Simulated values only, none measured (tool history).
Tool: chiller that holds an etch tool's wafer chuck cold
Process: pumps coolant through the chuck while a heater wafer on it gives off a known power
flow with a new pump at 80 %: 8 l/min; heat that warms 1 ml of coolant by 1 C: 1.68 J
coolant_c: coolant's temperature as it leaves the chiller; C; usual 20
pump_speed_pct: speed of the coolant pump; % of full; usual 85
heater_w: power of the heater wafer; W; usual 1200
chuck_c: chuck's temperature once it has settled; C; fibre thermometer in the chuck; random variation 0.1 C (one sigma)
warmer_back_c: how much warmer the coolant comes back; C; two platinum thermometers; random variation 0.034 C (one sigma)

{"run": 1, "hour": 0.0, "coolant_c": 20, "pump_speed_pct": 85, "heater_w": 1200, "chuck_c": 29.2, "warmer_back_c": 5.07}
{"run": 2, "hour": 96.4, "coolant_c": 20, "pump_speed_pct": 85, "heater_w": 1200, "chuck_c": 29.1, "warmer_back_c": 5.06}
{"run": 3, "hour": 155.8, "coolant_c": 20, "pump_speed_pct": 84, "heater_w": 1200, "chuck_c": 29.1, "warmer_back_c": 5.16}
{"run": 4, "hour": 216.5, "coolant_c": 20, "pump_speed_pct": 84, "heater_w": 1200, "chuck_c": 29.3, "warmer_back_c": 5.14}
{"run": 5, "hour": 344.1, "coolant_c": 20, "pump_speed_pct": 85, "heater_w": 653, "chuck_c": 24.9, "warmer_back_c": 2.77}
{"run": 6, "hour": 475.5, "coolant_c": 20, "pump_speed_pct": 85, "heater_w": 653, "chuck_c": 24.8, "warmer_back_c": 2.77}
{"run": 7, "hour": 551.1, "coolant_c": 20, "pump_speed_pct": 85, "heater_w": 653, "chuck_c": 24.9, "warmer_back_c": 2.8}
{"run": 8, "hour": 651.6, "coolant_c": 20, "pump_speed_pct": 85, "heater_w": 653, "chuck_c": 25.0, "warmer_back_c": 2.82}
{"run": 9, "hour": 767.6, "coolant_c": 20, "pump_speed_pct": 85, "heater_w": 849, "chuck_c": 26.6, "warmer_back_c": 3.67}
{"run": 10, "hour": 870.1, "coolant_c": 20, "pump_speed_pct": 85, "heater_w": 823, "chuck_c": 26.2, "warmer_back_c": 3.5}
{"run": 11, "hour": 963.3, "coolant_c": 20, "pump_speed_pct": 85, "heater_w": 823, "chuck_c": 26.2, "warmer_back_c": 3.56}
{"run": 12, "hour": 1022.7, "coolant_c": 20, "pump_speed_pct": 85, "heater_w": 1200, "chuck_c": 29.3, "warmer_back_c": 5.21}
{"run": 13, "hour": 1123.8, "coolant_c": 20, "pump_speed_pct": 85, "heater_w": 1200, "chuck_c": 29.4, "warmer_back_c": 5.22}
{"run": 14, "hour": 1249.6, "coolant_c": 20, "pump_speed_pct": 85, "heater_w": 1200, "chuck_c": 29.4, "warmer_back_c": 5.25}
{"run": 15, "hour": 1370.9, "coolant_c": 20, "pump_speed_pct": 85, "heater_w": 1135, "chuck_c": 29.1, "warmer_back_c": 4.96}
{"hour": 1458.6, "done": "chiller's thermometer calibrated"}
{"run": 16, "hour": 1458.6, "coolant_c": 24, "pump_speed_pct": 85, "heater_w": 1200, "chuck_c": 33.6, "warmer_back_c": 5.26}
{"run": 17, "hour": 1584.9, "coolant_c": 11, "pump_speed_pct": 93, "heater_w": 1200, "chuck_c": 20.1, "warmer_back_c": 4.79}
{"run": 18, "hour": 1668.5, "coolant_c": 11, "pump_speed_pct": 62, "heater_w": 1200, "chuck_c": 23.3, "warmer_back_c": 7.15}
{"run": 19, "hour": 1770.2, "coolant_c": 13, "pump_speed_pct": 94, "heater_w": 1200, "chuck_c": 22.2, "warmer_back_c": 4.79}
{"run": 20, "hour": 1903.4, "coolant_c": 15, "pump_speed_pct": 76, "heater_w": 650, "chuck_c": 20.6, "warmer_back_c": 3.19}
{"run": 21, "hour": 2019.6, "coolant_c": 15, "pump_speed_pct": 75, "heater_w": 1095, "chuck_c": 24.7, "warmer_back_c": 5.46}
{"run": 22, "hour": 2128.3, "coolant_c": 15, "pump_speed_pct": 85, "heater_w": 1200, "chuck_c": 25.0, "warmer_back_c": 5.3}
{"run": 23, "hour": 2198.7, "coolant_c": 15, "pump_speed_pct": 90, "heater_w": 1270, "chuck_c": 25.3, "warmer_back_c": 5.28}
{"run": 24, "hour": 2303.1, "coolant_c": 12, "pump_speed_pct": 87, "heater_w": 1626, "chuck_c": 25.5, "warmer_back_c": 7.03}
{"run": 25, "hour": 2370.0, "coolant_c": 17, "pump_speed_pct": 74, "heater_w": 903, "chuck_c": 25.3, "warmer_back_c": 4.63}
{"run": 26, "hour": 2471.4, "coolant_c": 21, "pump_speed_pct": 74, "heater_w": 1231, "chuck_c": 32.3, "warmer_back_c": 6.28}
{"run": 27, "hour": 2552.3, "coolant_c": 26, "pump_speed_pct": 74, "heater_w": 1273, "chuck_c": 37.7, "warmer_back_c": 6.43}
{"run": 28, "hour": 2661.4, "coolant_c": 26, "pump_speed_pct": 74, "heater_w": 1273, "chuck_c": 37.8, "warmer_back_c": 6.51}
{"run": 29, "hour": 2784.0, "coolant_c": 28, "pump_speed_pct": 84, "heater_w": 1200, "chuck_c": 38.2, "warmer_back_c": 5.43}
{"run": 30, "hour": 2914.0, "coolant_c": 30, "pump_speed_pct": 96, "heater_w": 1200, "chuck_c": 39.3, "warmer_back_c": 4.81}
{"run": 31, "hour": 3045.2, "coolant_c": 20, "pump_speed_pct": 63, "heater_w": 1344, "chuck_c": 34.1, "warmer_back_c": 8.05}

Hidden state or all else? Some run-to-run changes of chuck_c, split into what the settings, what came in and random variation would give without the hidden state, and what is left for the hidden state (with any gauge scatter that isn't in both results):
The hidden state here: heat passed by the chuck's channels, % of clean ones'; flow at a given pump speed, % of a new pump's; coolant's true temperature over the reading, C; drift of the gauge itself on chuck_c, C; drift of the gauge itself on warmer_back_c, C.
Run 15 -> 16: coolant_c 20 -> 24, heater_w 1135 -> 1200, chiller's thermometer calibrated. chuck_c +4.5 C: hidden state +0.4, all else +4.1.
Run 16 -> 17: coolant_c 24 -> 11, pump_speed_pct 85 -> 93. chuck_c -13.5 C: hidden state -0.1, all else -13.4.
Run 20 -> 21: pump_speed_pct 76 -> 75, heater_w 650 -> 1095. chuck_c +4.1 C: hidden state +0.4, all else +3.7.
Run 25 -> 26: coolant_c 17 -> 21, heater_w 903 -> 1231. chuck_c +7.0 C: hidden state +0.2, all else +6.8.
Run 26 -> 27: coolant_c 21 -> 26, heater_w 1231 -> 1273. chuck_c +5.4 C: hidden state +0.2, all else +5.2.
Run 30 -> 31: coolant_c 30 -> 20, pump_speed_pct 96 -> 63, heater_w 1200 -> 1344. chuck_c -5.2 C: hidden state +0.5, all else -5.7.

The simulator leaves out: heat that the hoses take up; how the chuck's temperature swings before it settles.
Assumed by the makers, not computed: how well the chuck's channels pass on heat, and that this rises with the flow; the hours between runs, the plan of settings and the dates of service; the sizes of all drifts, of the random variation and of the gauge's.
